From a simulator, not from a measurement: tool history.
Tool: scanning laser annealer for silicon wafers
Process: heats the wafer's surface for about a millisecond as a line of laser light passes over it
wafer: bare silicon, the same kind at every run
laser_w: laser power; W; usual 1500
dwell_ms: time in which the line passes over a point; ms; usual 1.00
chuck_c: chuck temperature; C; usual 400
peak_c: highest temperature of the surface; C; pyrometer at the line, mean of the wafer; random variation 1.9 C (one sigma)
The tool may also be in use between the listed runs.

{"run": 1, "hour": 0.0, "laser_w": 1500, "dwell_ms": 1.0, "chuck_c": 400, "peak_c": 1231}
{"run": 2, "hour": 46.7, "laser_w": 1500, "dwell_ms": 1.0, "chuck_c": 400, "peak_c": 1227}
{"run": 3, "hour": 70.7, "laser_w": 1500, "dwell_ms": 1.0, "chuck_c": 400, "peak_c": 1225}
{"run": 4, "hour": 98.4, "laser_w": 1320, "dwell_ms": 1.0, "chuck_c": 400, "peak_c": 1116}
{"run": 5, "hour": 128.9, "laser_w": 1320, "dwell_ms": 1.0, "chuck_c": 400, "peak_c": 1113}
{"run": 6, "hour": 176.5, "laser_w": 1320, "dwell_ms": 0.9, "chuck_c": 400, "peak_c": 1069}
{"run": 7, "hour": 220.0, "laser_w": 1500, "dwell_ms": 0.75, "chuck_c": 400, "peak_c": 1101}
{"run": 8, "hour": 258.6, "laser_w": 1500, "dwell_ms": 1.0, "chuck_c": 400, "peak_c": 1219}
{"run": 9, "hour": 306.6, "laser_w": 1500, "dwell_ms": 1.0, "chuck_c": 400, "peak_c": 1217}
{"run": 10, "hour": 353.7, "laser_w": 1500, "dwell_ms": 1.0, "chuck_c": 400, "peak_c": 1220}
{"run": 11, "hour": 393.8, "laser_w": 1500, "dwell_ms": 1.0, "chuck_c": 400, "peak_c": 1213}
{"run": 12, "hour": 436.8, "laser_w": 1500, "dwell_ms": 1.0, "chuck_c": 400, "peak_c": 1214}
{"run": 13, "hour": 478.9, "laser_w": 1500, "dwell_ms": 1.0, "chuck_c": 400, "peak_c": 1212}
{"run": 14, "hour": 522.9, "laser_w": 1500, "dwell_ms": 1.0, "chuck_c": 400, "peak_c": 1209}
{"run": 15, "hour": 573.2, "laser_w": 1500, "dwell_ms": 1.0, "chuck_c": 400, "peak_c": 1207}
{"run": 16, "hour": 612.2, "laser_w": 1500, "dwell_ms": 1.0, "chuck_c": 438, "peak_c": 1245}
{"hour": 618.7, "done": "laser's power meter calibrated"}
{"run": 17, "hour": 653.1, "laser_w": 1439, "dwell_ms": 1.0, "chuck_c": 400, "peak_c": 1171}
{"run": 18, "hour": 694.6, "laser_w": 1500, "dwell_ms": 1.0, "chuck_c": 400, "peak_c": 1206}
{"hour": 720.6, "done": "laser's power meter calibrated, once more"}
{"run": 19, "hour": 722.3, "laser_w": 1500, "dwell_ms": 1.0, "chuck_c": 410, "peak_c": 1214}
{"run": 20, "hour": 751.7, "laser_w": 1500, "dwell_ms": 1.0, "chuck_c": 400, "peak_c": 1203}
{"run": 21, "hour": 787.1, "laser_w": 1500, "dwell_ms": 0.99, "chuck_c": 402, "peak_c": 1198}
{"run": 22, "hour": 817.8, "laser_w": 1500, "dwell_ms": 0.72, "chuck_c": 400, "peak_c": 1064}
{"run": 23, "hour": 854.6, "laser_w": 1500, "dwell_ms": 1.15, "chuck_c": 373, "peak_c": 1235}
{"run": 24, "hour": 897.4, "laser_w": 1322, "dwell_ms": 1.21, "chuck_c": 400, "peak_c": 1168}
{"run": 25, "hour": 923.9, "laser_w": 1407, "dwell_ms": 0.84, "chuck_c": 400, "peak_c": 1076}
{"run": 26, "hour": 963.5, "laser_w": 1432, "dwell_ms": 0.88, "chuck_c": 399, "peak_c": 1101}
{"run": 27, "hour": 989.9, "laser_w": 1525, "dwell_ms": 0.88, "chuck_c": 400, "peak_c": 1152}
{"run": 28, "hour": 1036.4, "laser_w": 1433, "dwell_ms": 0.88, "chuck_c": 400, "peak_c": 1100}
{"run": 29, "hour": 1071.1, "laser_w": 1504, "dwell_ms": 0.95, "chuck_c": 400, "peak_c": 1168}
{"run": 30, "hour": 1101.7, "laser_w": 1504, "dwell_ms": 0.95, "chuck_c": 400, "peak_c": 1171}
{"run": 31, "hour": 1147.7, "laser_w": 1504, "dwell_ms": 0.95, "chuck_c": 400, "peak_c": 1168}
{"run": 32, "hour": 1185.7, "laser_w": 1504, "dwell_ms": 0.95, "chuck_c": 400, "peak_c": 1170}
{"run": 33, "hour": 1216.4, "laser_w": 1504, "dwell_ms": 0.95, "chuck_c": 400, "peak_c": 1169}
{"run": 34, "hour": 1254.1, "laser_w": 1406, "dwell_ms": 0.9, "chuck_c": 382, "peak_c": 1070}
{"run": 35, "hour": 1293.3, "laser_w": 1406, "dwell_ms": 0.9, "chuck_c": 382, "peak_c": 1069}
{"hour": 1315.3, "done": "window over the wafer cleaned"}
{"run": 36, "hour": 1321.6, "laser_w": 1406, "dwell_ms": 0.9, "chuck_c": 382, "peak_c": 1114}
{"hour": 1370.2, "done": "optics aligned, line set to its width"}
{"run": 37, "hour": 1377.3, "laser_w": 1620, "dwell_ms": 0.9, "chuck_c": 416, "peak_c": 1284}
{"run": 38, "hour": 1429.1, "laser_w": 1500, "dwell_ms": 1.0, "chuck_c": 392, "peak_c": 1233}
{"run": 39, "hour": 1471.5, "laser_w": 1434, "dwell_ms": 0.95, "chuck_c": 361, "peak_c": 1138}
{"run": 40, "hour": 1512.8, "laser_w": 1313, "dwell_ms": 1.03, "chuck_c": 435, "peak_c": 1169}

4 ways to go on from here, each from the tool as it stands after run 40. What would each give?
{"run": "A", "hour": 1560.5, "laser_w": 1352, "dwell_ms": 0.72, "chuck_c": 418, "peak_c": "?"}
{"run": "B", "hour": 1560.5, "laser_w": 1500, "dwell_ms": 0.71, "chuck_c": 387, "peak_c": "?"}
{"run": "C", "hour": 1560.5, "laser_w": 1500, "dwell_ms": 1.0, "chuck_c": 375, "peak_c": "?"}
{"run": "D", "hour": 1560.5, "laser_w": 1500, "dwell_ms": 0.88, "chuck_c": 432, "peak_c": "?"}

run=A peak_c=1032
run=B peak_c=1075
run=C peak_c=1211
run=D peak_c=1209
Without the tool's hidden state the same runs would have given:
run=A peak_c=1037
run=B peak_c=1080
run=C peak_c=1217
run=D peak_c=1215
